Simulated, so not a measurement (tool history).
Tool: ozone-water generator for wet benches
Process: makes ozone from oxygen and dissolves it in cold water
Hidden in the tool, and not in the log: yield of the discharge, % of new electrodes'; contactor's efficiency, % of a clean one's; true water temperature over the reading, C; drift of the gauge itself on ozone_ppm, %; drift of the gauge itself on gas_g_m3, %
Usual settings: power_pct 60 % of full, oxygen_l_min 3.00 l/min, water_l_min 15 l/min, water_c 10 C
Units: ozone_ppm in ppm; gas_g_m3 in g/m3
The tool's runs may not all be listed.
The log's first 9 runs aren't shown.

run,hour,power_pct,oxygen_l_min,water_l_min,water_c,hours of work since the electrodes were changed,hours of work since the contactor was cleaned,hours of work since the thermometer was calibrated,ozone_ppm,gas_g_m3
10,477.8,60,3.00,15,10,821,6328,371,26.8,230.8
11,513.1,60,3.00,15,10,848,6355,398,26.9,231.8
12,559.7,60,3.00,15,10,884,6391,434,26.5,232.6
13,613.7,60,3.31,15,10,926,6433,476,27.4,224.8
14,659.5,60,3.31,15,10,961,6468,511,27.2,224.9
15,701.6,60,3.31,15,10,994,6500,544,27.1,224.9
16,734.1,60,1.70,15,10,1019,6526,569,21.7,292.0
17,802.2,60,3.00,21,10,1071,6578,621,18.7,233.6
18,860.5,60,3.00,21,10,1116,6623,666,19.1,233.5
19,926.0,60,3.00,21,10,1167,6674,717,18.9,234.3
20,970.6,92,3.00,22,5,1201,6708,751,27.2,338.8
21,1020.3,92,3.00,22,5,1240,6747,790,27.0,338.4
22,1054.0,92,3.00,22,5,1266,6773,816,27.1,342.1
23,1114.4,72,3.00,15,10,1312,6819,862,30.7,274.9
24,1184.0,69,3.00,15,6,1366,6873,916,30.9,266.1
25,1227.0,69,3.00,15,16,1399,6906,949,27.7,264.8
26,1301.6,53,2.02,18,9,1457,6964,1007,17.5,245.3
27,1371.8,42,3.00,15,10,1511,7018,1061,19.4,175.0
28,1421.0,60,1.97,16,10,1549,7056,1099,21.5,277.5
29,1468.2,60,1.99,17,10,1586,7092,1136,20.6,279.6
30,1515.2,60,2.33,11,10,1622,7129,1172,32.2,260.9
31,1572.4,91,3.00,15,15,1666,7173,1216,36.2,343.2
32,1610.1,91,3.00,15,15,1695,7202,1245,35.8,338.0
33,1674.3,60,2.65,15,10,1745,7251,1295,25.4,250.9

Forecast each of these 4 alternatives for the next run:
# hour 1692.2: gauge calibrated
A,1722.1,60,2.65,9,6,1782,7288,1332,?,?
# hour 1692.2: gauge calibrated
B,1722.1,78,2.65,15,14,1782,7288,1332,?,?
# hour 1692.2: gauge calibrated
C,1722.1,96,4.27,15,13,1782,7288,1332,?,?
# hour 1692.2: gauge calibrated
D,1722.1,88,3.52,20,10,1782,7288,1332,?,?

run,ozone_ppm,gas_g_m3
A,41.1,243.8
B,30.6,304.8
C,41.3,302.9
D,29.2,301.3
Without the tool's hidden state the same runs would have given:
run,ozone_ppm,gas_g_m3
A,41.1,243.8
B,30.6,304.7
C,41.3,302.8
D,29.2,301.3
